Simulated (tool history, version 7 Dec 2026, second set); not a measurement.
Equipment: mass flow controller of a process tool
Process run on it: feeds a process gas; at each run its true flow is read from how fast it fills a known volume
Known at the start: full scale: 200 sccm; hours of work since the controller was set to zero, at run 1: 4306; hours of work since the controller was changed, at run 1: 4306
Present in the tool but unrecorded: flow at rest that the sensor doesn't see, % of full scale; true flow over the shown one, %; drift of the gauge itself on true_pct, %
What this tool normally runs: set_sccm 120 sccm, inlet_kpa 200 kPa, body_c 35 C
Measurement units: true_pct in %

run	hour	set_sccm	inlet_kpa	body_c	hours of work since the controller was set to zero	hours of work since the controller was changed	true_pct
1	0	120	200	35	4306	4306	101.75
2	128.3	120	200	35	4393	4393	101.69
3	197.1	120	200	35	4439	4439	101.64
4	310.8	23	200	35	4515	4515	102.63
5	411.4	23	200	35	4583	4583	102.53
6	477.2	23	200	35	4627	4627	102.56
7	589.8	23	200	35	4703	4703	102.64
8	708.2	23	200	35	4782	4782	102.75
9	782.2	23	200	35	4832	4832	102.83
10	842	23	200	24	4872	4872	102.17
11	912.1	23	200	24	4919	4919	102.13
12	979.9	23	200	24	4965	4965	102.21
13	1083.7	23	200	24	5034	5034	102.33
14	1173.4	23	200	24	5095	5095	102.37
# hour 1231.7: controller exchanged for a calibrated one
15	1231.7	23	200	24	0	0	97.54
16	1292.7	23	200	24	41	41	97.69
17	1351.7	23	200	24	81	81	97.77
18	1420.8	53	200	35	127	127	98.8
19	1518.4	53	200	35	193	193	98.88
20	1630.1	53	200	35	268	268	98.89
21	1728	120	200	30	333	333	99.32
22	1789.7	120	200	30	375	375	99.49
23	1885.9	21	200	30	439	439	98.65
24	1943.1	21	200	30	478	478	98.67
25	2050.5	181	200	30	550	550	100.29
26	2163.2	24	193	35	626	626	99.02
27	2277.2	69	241	36	702	702	99.44
28	2345.5	69	241	30	748	748	99.17
29	2402.7	69	241	30	787	787	99.32
30	2484.7	157	209	35	842	842	100.36
31	2583.1	63	209	27	908	908	98.81
32	2646.8	63	209	27	951	951	98.93
33	2779.4	73	188	26	1040	1040	98.86
34	2861.7	181	200	24	1095	1095	100.1
35	2970.5	181	239	32	1168	1168	100.87
36	3056.3	181	239	32	1226	1226	100.74
37	3128.3	120	157	22	1274	1274	99.26
38	3224.5	41	268	26	1339	1339	99.2
39	3294	180	180	25	1385	1385	100.31
40	3420.5	137	218	22	1470	1470	99.73
41	3536.1	137	218	22	1548	1548	99.79
42	3643.9	48	186	28	1620	1620	99.11
43	3776.8	48	157	33	1710	1710	99.45
44	3901.6	26	171	33	1794	1794	99.68
45	4034	29	143	33	1882	1882	99.66
46	4091.4	29	143	33	1921	1921	99.58
47	4197.8	29	143	33	1993	1993	99.59

What would each run have given without the hidden state, its run-to-run variation left as it was?
run	true_pct
1	99.65
2	99.55
3	99.48
4	98.42
5	98.26
6	98.26
7	98.26
8	98.3
9	98.33
10	97.64
11	97.55
12	97.6
13	97.66
14	97.65
15	97.43
16	97.55
17	97.59
18	98.7
19	98.74
20	98.71
21	99.17
22	99.33
23	98.11
24	98.09
25	100.08
26	98.38
27	99.07
28	98.76
29	98.89
30	100.02
31	98.3
32	98.4
33	98.31
34	99.67
35	100.42
36	100.26
37	98.71
38	98.3
39	99.77
40	99.12
41	99.14
42	98.11
43	98.4
44	98.12
45	98.13
46	98.03
47	97.98

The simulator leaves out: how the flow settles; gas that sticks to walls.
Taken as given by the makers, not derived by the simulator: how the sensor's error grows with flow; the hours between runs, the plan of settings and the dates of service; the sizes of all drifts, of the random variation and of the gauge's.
